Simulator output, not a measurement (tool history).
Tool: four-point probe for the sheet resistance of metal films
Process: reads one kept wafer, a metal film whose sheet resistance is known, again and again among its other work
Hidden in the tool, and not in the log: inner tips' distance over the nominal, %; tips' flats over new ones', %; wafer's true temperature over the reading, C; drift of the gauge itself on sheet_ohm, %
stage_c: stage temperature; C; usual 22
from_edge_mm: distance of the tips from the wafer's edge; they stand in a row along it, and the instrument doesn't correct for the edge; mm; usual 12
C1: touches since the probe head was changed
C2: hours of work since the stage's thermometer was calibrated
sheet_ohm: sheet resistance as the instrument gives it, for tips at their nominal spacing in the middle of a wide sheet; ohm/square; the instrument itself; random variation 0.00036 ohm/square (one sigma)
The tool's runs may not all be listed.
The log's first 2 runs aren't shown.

Run 3, hour 44.2: usual settings but from_edge_mm 4 mm; C1 16301; C2 1009. Result: sheet_ohm 1.820084 ohm/square.
Run 4, hour 60.9: usual settings but from_edge_mm 62 mm; C1 16660; C2 1018. Result: sheet_ohm 1.805498 ohm/square.
Run 5, hour 91.2: usual settings but from_edge_mm 62 mm; C1 17311; C2 1033. Result: sheet_ohm 1.805587 ohm/square.
Run 6, hour 123.2: usual settings; C1 17997; C2 1049. Result: sheet_ohm 1.807476 ohm/square.
Run 7, hour 154.0: usual settings but from_edge_mm 18 mm; C1 18658; C2 1064. Result: sheet_ohm 1.806356 ohm/square.
Run 8, hour 177.6: usual settings but stage_c 29 C; C1 19166; C2 1076. Result: sheet_ohm 1.799371 ohm/square.
Run 9, hour 197.2: usual settings but stage_c 29 C; C1 19588; C2 1086. Result: sheet_ohm 1.799008 ohm/square.
Run 10, hour 230.6: usual settings; C1 20303; C2 1103. Result: sheet_ohm 1.808046 ohm/square.
Run 11, hour 252.0: usual settings; C1 20763; C2 1114. Result: sheet_ohm 1.807355 ohm/square.
Run 12, hour 282.8: usual settings; C1 21424; C2 1129. Result: sheet_ohm 1.807533 ohm/square.
Run 13, hour 305.2: usual settings; C1 21906; C2 1141. Result: sheet_ohm 1.807472 ohm/square.
Run 14, hour 323.5: usual settings; C1 22300; C2 1150. Result: sheet_ohm 1.808514 ohm/square.
Run 15, hour 351.7: usual settings; C1 22905; C2 1164. Result: sheet_ohm 1.808260 ohm/square.
Run 16, hour 369.4: usual settings but stage_c 30 C; C1 23284; C2 1173. Result: sheet_ohm 1.798518 ohm/square.
Run 17, hour 384.5: usual settings but stage_c 30 C; C1 23610; C2 1181. Result: sheet_ohm 1.799292 ohm/square.
Run 18, hour 412.1: usual settings but from_edge_mm 4 mm; C1 24203; C2 1194. Result: sheet_ohm 1.822603 ohm/square.
Run 19, hour 427.9: usual settings but stage_c 32 C, from_edge_mm 4 mm; C1 24542; C2 1202. Result: sheet_ohm 1.809904 ohm/square.
Run 20, hour 462.7: usual settings but from_edge_mm 14 mm; C1 25288; C2 1220. Result: sheet_ohm 1.808238 ohm/square.
Run 21, hour 478.8: usual settings but stage_c 24 C, from_edge_mm 29 mm; C1 25634; C2 1228. Result: sheet_ohm 1.805148 ohm/square.
Run 22, hour 507.1: usual settings but stage_c 21 C, from_edge_mm 18 mm; C1 26242; C2 1242. Result: sheet_ohm 1.809545 ohm/square.

Forecast run 23:
At hour 531.7: stage's thermometer calibrated.
Run 23, hour 537.4: usual settings but stage_c 25 C, from_edge_mm 5 mm; C1 26882; C2 3. Result: sheet_ohm ?.

{"run 23": {"sheet_ohm": 1.811229}}
Without the tool's hidden state the same run would have given sheet_ohm 1.809547 ohm/square.
